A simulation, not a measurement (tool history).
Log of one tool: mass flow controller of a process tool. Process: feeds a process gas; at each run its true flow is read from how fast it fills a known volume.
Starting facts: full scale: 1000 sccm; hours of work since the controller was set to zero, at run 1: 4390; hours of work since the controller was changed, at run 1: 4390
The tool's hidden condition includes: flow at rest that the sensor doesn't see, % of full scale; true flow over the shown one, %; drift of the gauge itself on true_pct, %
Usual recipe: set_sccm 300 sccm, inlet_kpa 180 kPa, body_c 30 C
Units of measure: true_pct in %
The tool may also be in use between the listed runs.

run,day,set_sccm,inlet_kpa,body_c,hours of work since the controller was set to zero,hours of work since the controller was changed,true_pct
1,0,300,180,30,4390,4390,97.21
2,6.083,300,180,30,4472,4472,97.24
3,13.721,300,260,30,4576,4576,97.92
4,18.321,300,154,30,4638,4638,97.31
5,22.475,300,154,30,4694,4694,97.27
6,29.242,300,154,30,4786,4786,97.42
7,35.638,300,154,30,4873,4873,97.42
8,39.842,300,154,30,4929,4929,97.54
9,47.754,300,180,30,5037,5037,97.86
10,55.183,300,180,30,5137,5137,97.95
11,62.642,313,180,30,5238,5238,98.09
12,71.825,313,180,30,5363,5363,98.22
13,76.354,313,180,30,5424,5424,98.27
14,83.821,300,193,30,5525,5525,98.41
15,90.212,300,193,30,5612,5612,98.65
16,97.871,256,193,30,5715,5715,98.4
17,106.354,652,193,30,5830,5830,100.08
18,113.1,300,255,30,5921,5921,99.27
19,122.258,689,180,30,6045,6045,100.13
20,127.133,689,180,30,6111,6111,100.17
21,130.996,689,180,30,6164,6164,100.34
22,136.025,689,180,23,6232,6232,100.74
23,144.642,689,180,23,6349,6349,100.77
# day 146.458: gauge calibrated
24,151.558,689,180,23,6442,6442,98.88
25,158.242,689,180,23,6533,6533,99.17
26,165.35,689,152,27,6629,6629,98.77
27,169.925,689,152,27,6691,6691,98.77
28,177.938,689,152,27,6799,6799,98.91
29,182.112,300,198,28,6856,6856,97.86
30,188.417,502,197,30,6941,6941,98.66
31,193.912,718,271,39,7016,7016,99.62
32,200.542,718,271,39,7106,7106,99.66
# day 202.467: controller's zero set anew
33,207.046,361,260,39,62,7193,98.41
34,213.938,300,252,30,155,7287,98.57
35,219.542,714,253,31,231,7363,100.09
36,225.171,537,165,26,307,7439,99.17
37,234.117,537,165,26,429,7560,99.4
38,239.679,149,208,28,504,7635,98.25
39,246.612,300,180,32,598,7729,98.55
40,251.658,477,261,30,666,7797,99.83
41,258.425,322,156,27,758,7889,98.73
42,264.675,322,156,23,842,7974,99.01
43,273.338,527,218,29,960,8091,99.91
44,278.929,527,218,29,1035,8167,100.22
45,286.925,300,142,30,1144,8275,98.77
46,293.629,300,142,22,1234,8366,99.4
47,301.433,300,142,22,1340,8471,99.28
48,308.588,327,183,22,1437,8568,99.83
49,315.121,704,180,38,1525,8657,100.6

Across each entry between runs, compare the hidden state at the last listed run before it with the hidden state at the first listed run after it:
Run 23 -> run 24: gauge calibrated (day 146.458)
  drift of the gauge itself on true_pct, %: 2 -> 0.07
  the result without the hidden state subtracted from the measured one, true_pct: +1.97 -> +0.06 %
Run 32 -> run 33: controller's zero set anew (day 202.467)
  flow at rest that the sensor doesn't see, % of full scale: -0.005 -> 0; drift of the gauge itself on true_pct, %: 0.75 -> 0.84
  the result without the hidden state subtracted from the measured one, true_pct: +0.73 -> +0.81 %
